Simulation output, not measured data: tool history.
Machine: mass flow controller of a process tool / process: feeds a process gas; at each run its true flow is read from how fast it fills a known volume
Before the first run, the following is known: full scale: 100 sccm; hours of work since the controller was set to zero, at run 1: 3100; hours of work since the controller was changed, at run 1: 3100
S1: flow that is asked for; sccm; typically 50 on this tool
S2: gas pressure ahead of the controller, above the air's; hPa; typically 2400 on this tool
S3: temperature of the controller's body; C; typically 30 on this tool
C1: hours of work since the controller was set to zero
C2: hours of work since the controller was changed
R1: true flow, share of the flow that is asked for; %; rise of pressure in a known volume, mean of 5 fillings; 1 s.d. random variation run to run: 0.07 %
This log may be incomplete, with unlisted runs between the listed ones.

run,hour,S1,S2,S3,C1,C2,R1
1,0.0,50,2400,30,3100,3100,96.44
2,110.3,50,2400,30,3169,3169,96.53
3,249.0,50,2400,33,3255,3255,96.41
4,379.7,50,2400,30,3336,3336,96.41
5,511.1,50,2400,30,3418,3418,96.43
6,585.6,50,2400,30,3464,3464,96.34
7,682.1,50,2400,27,3524,3524,96.61
8,768.5,50,2400,27,3577,3577,96.58
9,838.2,50,2780,30,3621,3621,96.01
10,938.0,50,2780,30,3683,3683,96.07
11,1029.4,50,1980,30,3739,3739,96.46
12,1160.7,50,1740,30,3821,3821,96.65
13,1249.6,50,1740,30,3876,3876,96.51
14,1339.3,50,1740,30,3932,3932,96.65
15,1418.0,50,2400,30,3981,3981,95.99
16,1479.3,50,2400,30,4019,4019,95.97
17,1548.7,17,2400,30,4062,4062,96.97
# hour 1557.7: controller's zero set anew
18,1620.5,18,2670,22,39,4106,98.25
19,1683.0,18,2670,22,78,4145,98.22
20,1822.6,50,1700,22,164,4232,97.40
21,1925.4,50,1700,22,228,4295,97.33
22,1996.8,16,1840,31,273,4340,98.80
# hour 2090.3: controller's zero set anew, once more
23,2128.2,16,1840,31,24,4421,94.72
24,2198.7,10,2400,30,67,4465,94.58
25,2276.9,30,2400,20,116,4513,95.03
26,2369.6,40,2000,26,173,4571,95.15
27,2467.6,40,2000,34,234,4632,94.80
28,2578.4,50,2350,28,303,4700,94.98
29,2690.6,50,2350,28,373,4770,95.04
30,2753.5,50,2350,28,412,4809,94.96
31,2846.5,54,1630,27,469,4867,95.60
32,2972.4,54,1730,27,548,4945,95.50
33,3040.9,54,1730,27,590,4988,95.48
34,3145.1,54,1730,27,655,5052,95.54

Below are 5 alternative next runs, each starting from the tool's condition after run 34. Predict each:
A,3272.0,54,2000,36,734,5131,?
B,3272.0,59,2370,28,734,5131,?
C,3272.0,54,2560,28,734,5131,?
D,3272.0,54,1730,36,734,5131,?
E,3272.0,50,2240,31,734,5131,?

run,R1
A,94.75
B,95.01
C,94.71
D,94.87
E,94.75
Stripped of hidden state, with their random variation kept, the same runs would have yielded:
run,R1
A,98.05
B,98.34
C,98.01
D,98.17
E,98.02

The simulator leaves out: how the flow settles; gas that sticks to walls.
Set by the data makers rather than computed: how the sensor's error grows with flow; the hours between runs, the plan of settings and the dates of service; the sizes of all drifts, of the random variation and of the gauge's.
